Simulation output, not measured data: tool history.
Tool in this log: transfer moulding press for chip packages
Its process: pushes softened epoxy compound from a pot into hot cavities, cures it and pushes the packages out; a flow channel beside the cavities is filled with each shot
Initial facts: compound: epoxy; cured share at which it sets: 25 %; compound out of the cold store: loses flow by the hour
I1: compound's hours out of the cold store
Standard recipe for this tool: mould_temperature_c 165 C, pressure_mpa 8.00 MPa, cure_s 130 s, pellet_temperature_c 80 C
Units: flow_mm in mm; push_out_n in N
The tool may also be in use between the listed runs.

Run 1, day 0.000: usual settings; I1 22.0. Result: flow_mm 545 mm, push_out_n 290 N.
At day 1.821: mould's thermocouples calibrated.
At day 1.883: cavities cleaned with cleaning compound and waxed.
Run 2, day 1.958: usual settings; I1 31.9. Result: flow_mm 508 mm, push_out_n 264 N.
At day 4.021: cavities cleaned with cleaning compound and waxed.
At day 5.062: plunger's sealing rings changed.
Run 3, day 5.062: usual settings but pressure_mpa 6.48 MPa; I1 22.1. Result: flow_mm 513 mm, push_out_n 317 N.
At day 6.358: cavities cleaned with cleaning compound and waxed.
Run 4, day 8.121: usual settings but pressure_mpa 8.61 MPa; I1 23.3. Result: flow_mm 581 mm, push_out_n 361 N.
At day 8.483: cavities cleaned with cleaning compound and waxed.
At day 10.562: cavities cleaned with cleaning compound and waxed.
Run 5, day 11.104: usual settings but pressure_mpa 8.61 MPa; I1 9.9. Result: flow_mm 616 mm, push_out_n 322 N.
At day 12.792: cavities cleaned with cleaning compound and waxed.
Run 6, day 13.054: usual settings but cure_s 150 s; I1 21.9. Result: flow_mm 550 mm, push_out_n 257 N.
At day 14.896: cavities cleaned with cleaning compound and waxed.
Run 7, day 15.438: usual settings but cure_s 150 s; I1 37.0. Result: flow_mm 503 mm, push_out_n 248 N.
At day 16.971: cavities cleaned with cleaning compound and waxed.
Run 8, day 17.792: usual settings but cure_s 150 s; I1 10.7. Result: flow_mm 582 mm, push_out_n 282 N.
At day 19.104: cavities cleaned with cleaning compound and waxed.
At day 21.221: cavities cleaned with cleaning compound and waxed.
Run 9, day 21.221: usual settings but cure_s 150 s; I1 15.5. Result: flow_mm 554 mm, push_out_n 225 N.
At day 23.296: cavities cleaned with cleaning compound and waxed.
Run 10, day 24.162: usual settings but mould_temperature_c 166 C, cure_s 150 s; I1 33.2. Result: flow_mm 499 mm, push_out_n 259 N.
At day 25.433: cavities cleaned with cleaning compound and waxed.
At day 25.762: plunger's sealing rings changed.
Run 11, day 25.808: usual settings; I1 11.9. Result: flow_mm 601 mm, push_out_n 288 N.
At day 26.054: mould's thermocouples calibrated.
At day 27.662: cavities cleaned with cleaning compound and waxed.
Run 12, day 28.075: usual settings; I1 16.1. Result: flow_mm 589 mm, push_out_n 314 N.
At day 29.938: cavities cleaned with cleaning compound and waxed.
Run 13, day 30.038: usual settings; I1 43.4. Result: flow_mm 493 mm, push_out_n 263 N.
Run 14, day 31.508: usual settings but mould_temperature_c 161 C, pellet_temperature_c 78 C; I1 12.1. Result: flow_mm 604 mm, push_out_n 499 N.
At day 32.038: cavities cleaned with cleaning compound and waxed.
Run 15, day 33.867: usual settings but mould_temperature_c 161 C, pellet_temperature_c 78 C; I1 41.1. Result: flow_mm 509 mm, push_out_n 464 N.
At day 34.229: cavities cleaned with cleaning compound and waxed.
Run 16, day 35.446: usual settings but pressure_mpa 9.17 MPa, cure_s 136 s; I1 10.2. Result: flow_mm 634 mm, push_out_n 350 N.
At day 36.512: cavities cleaned with cleaning compound and waxed.
At day 38.592: cavities cleaned with cleaning compound and waxed.
Run 17, day 38.967: usual settings but pressure_mpa 9.17 MPa, cure_s 136 s; I1 34.3. Result: flow_mm 542 mm, push_out_n 274 N.
At day 40.796: cavities cleaned with cleaning compound and waxed.
Run 18, day 41.458: usual settings but pressure_mpa 9.17 MPa, cure_s 136 s; I1 14.8. Result: flow_mm 605 mm, push_out_n 311 N.
At day 42.929: cavities cleaned with cleaning compound and waxed.
Run 19, day 43.867: usual settings but mould_temperature_c 166 C, pressure_mpa 9.74 MPa, cure_s 149 s, pellet_temperature_c 84 C; I1 31.0. Result: flow_mm 558 mm, push_out_n 281 N.
At day 45.142: cavities cleaned with cleaning compound and waxed.
At day 46.446: plunger's sealing rings changed.
At day 47.396: cavities cleaned with cleaning compound and waxed.
Run 20, day 47.396: usual settings but mould_temperature_c 166 C, pressure_mpa 9.74 MPa, cure_s 149 s, pellet_temperature_c 84 C; I1 16.2. Result: flow_mm 642 mm, push_out_n 226 N.
At day 49.604: cavities cleaned with cleaning compound and waxed.
At day 50.325: mould's thermocouples calibrated.
Run 21, day 50.621: usual settings but mould_temperature_c 163 C, cure_s 144 s; I1 9.3. Result: flow_mm 614 mm, push_out_n 320 N.
At day 51.808: cavities cleaned with cleaning compound and waxed.
Run 22, day 53.688: usual settings but pressure_mpa 9.57 MPa, pellet_temperature_c 76 C; I1 37.1. Result: flow_mm 561 mm, push_out_n 385 N.
At day 53.904: cavities cleaned with cleaning compound and waxed.
Run 23, day 55.233: usual settings but mould_temperature_c 164 C, pressure_mpa 6.92 MPa, cure_s 115 s, pellet_temperature_c 71 C; I1 34.0. Result: flow_mm 484 mm, push_out_n 453 N.
At day 55.958: cavities cleaned with cleaning compound and waxed.
Run 24, day 57.071: usual settings but mould_temperature_c 164 C, pressure_mpa 9.15 MPa, cure_s 143 s, pellet_temperature_c 71 C; I1 13.2. Result: flow_mm 623 mm, push_out_n 317 N.
At day 58.154: cavities cleaned with cleaning compound and waxed.
At day 60.371: cavities cleaned with cleaning compound and waxed.
Run 25, day 60.571: usual settings but mould_temperature_c 163 C, pressure_mpa 6.37 MPa, pellet_temperature_c 76 C; I1 17.6. Result: flow_mm 500 mm, push_out_n 351 N.
At day 62.412: cavities cleaned with cleaning compound and waxed.
Run 26, day 62.892: usual settings but pressure_mpa 9.76 MPa, cure_s 119 s, pellet_temperature_c 75 C; I1 17.6. Result: flow_mm 614 mm, push_out_n 370 N.

Branching from run 26: 4 alternative next runs. What would each branch give?
At day 64.650: cavities cleaned with cleaning compound and waxed.
Run A, day 65.092: usual settings but pressure_mpa 7.59 MPa, cure_s 119 s, pellet_temperature_c 75 C; I1 22.3. Result: flow_mm ?, push_out_n ?.
At day 64.650: cavities cleaned with cleaning compound and waxed.
Run B, day 65.092: usual settings but pressure_mpa 9.76 MPa, cure_s 135 s, pellet_temperature_c 86 C; I1 39.4. Result: flow_mm ?, push_out_n ?.
At day 64.650: cavities cleaned with cleaning compound and waxed.
Run C, day 65.092: usual settings but pressure_mpa 9.76 MPa, cure_s 128 s; I1 28.8. Result: flow_mm ?, push_out_n ?.
At day 64.650: cavities cleaned with cleaning compound and waxed.
Run D, day 65.092: usual settings but pressure_mpa 6.90 MPa, cure_s 142 s; I1 29.1. Result: flow_mm ?, push_out_n ?.

run  flow_mm  push_out_n
  A      519         362
  B      531         274
  C      567         306
  D      479         270
Without the tool's hidden state the same runs would have given:
run  flow_mm  push_out_n
  A      551         307
  B      564         233
  C      602         259
  D      509         231

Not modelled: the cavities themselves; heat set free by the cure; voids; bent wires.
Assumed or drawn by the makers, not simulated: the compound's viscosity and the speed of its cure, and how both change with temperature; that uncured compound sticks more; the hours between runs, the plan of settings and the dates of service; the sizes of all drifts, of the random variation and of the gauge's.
